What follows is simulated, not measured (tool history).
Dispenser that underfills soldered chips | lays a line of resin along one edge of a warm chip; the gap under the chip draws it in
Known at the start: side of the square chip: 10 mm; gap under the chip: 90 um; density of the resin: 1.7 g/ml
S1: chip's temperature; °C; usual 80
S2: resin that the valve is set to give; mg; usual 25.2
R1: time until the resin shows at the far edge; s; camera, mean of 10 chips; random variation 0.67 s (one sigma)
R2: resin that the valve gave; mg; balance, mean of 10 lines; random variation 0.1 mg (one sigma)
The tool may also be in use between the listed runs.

| run | hour | S1 | S2 | R1 | R2 |
|---|---|---|---|---|---|
| 1 | 0.0 | 80 | 25.2 | 132.8 | 25.16 |
|  | 1.4 | new syringe of resin |
| 2 | 11.0 | 80 | 25.2 | 107.7 | 25.10 |
|  | 15.2 | new syringe of resin |
| 3 | 22.0 | 80 | 25.2 | 91.1 | 24.89 |
|  | 29.4 | new syringe of resin |
| 4 | 30.0 | 80 | 25.2 | 60.0 | 24.88 |
| 5 | 41.1 | 71 | 25.2 | 182.0 | 24.75 |
|  | 43.0 | new syringe of resin |
| 6 | 52.6 | 80 | 25.2 | 109.4 | 24.78 |
|  | 57.4 | new syringe of resin |
| 7 | 60.6 | 80 | 31.5 | 69.4 | 30.90 |
|  | 71.0 | new syringe of resin |
| 8 | 74.5 | 83 | 23.4 | 64.8 | 22.71 |
|  | 85.4 | new syringe of resin |
| 9 | 86.8 | 72 | 23.1 | 85.6 | 22.36 |
| 10 | 97.2 | 86 | 29.5 | 95.1 | 28.24 |
|  | 99.4 | new syringe of resin |
| 11 | 111.0 | 86 | 29.5 | 94.7 | 28.45 |
|  | 113.3 | new syringe of resin |
|  | 116.2 | dispensing valve cleaned and set on the balance |
| 12 | 119.5 | 72 | 25.7 | 109.0 | 25.67 |
|  | 127.8 | new syringe of resin |
| 13 | 131.4 | 80 | 29.6 | 69.4 | 29.24 |

Some steps in R1 between neighbouring runs. How much of each would the tool show without its hidden state too (settings, what came in, random variation), and how much is left for the hidden state, with any gauge scatter that isn't in both results?
The hidden state here: resin's viscosity, % of fresh resin's; dose that the valve gives, % of what is set; true chip temperature over the reading, C; drift of the gauge itself on fill_s, %; drift of the gauge itself on given_mg, %.
Run 4 -> 5: S1 80 -> 71. R1 +122.0 s: hidden state +94.7, all else +27.3.

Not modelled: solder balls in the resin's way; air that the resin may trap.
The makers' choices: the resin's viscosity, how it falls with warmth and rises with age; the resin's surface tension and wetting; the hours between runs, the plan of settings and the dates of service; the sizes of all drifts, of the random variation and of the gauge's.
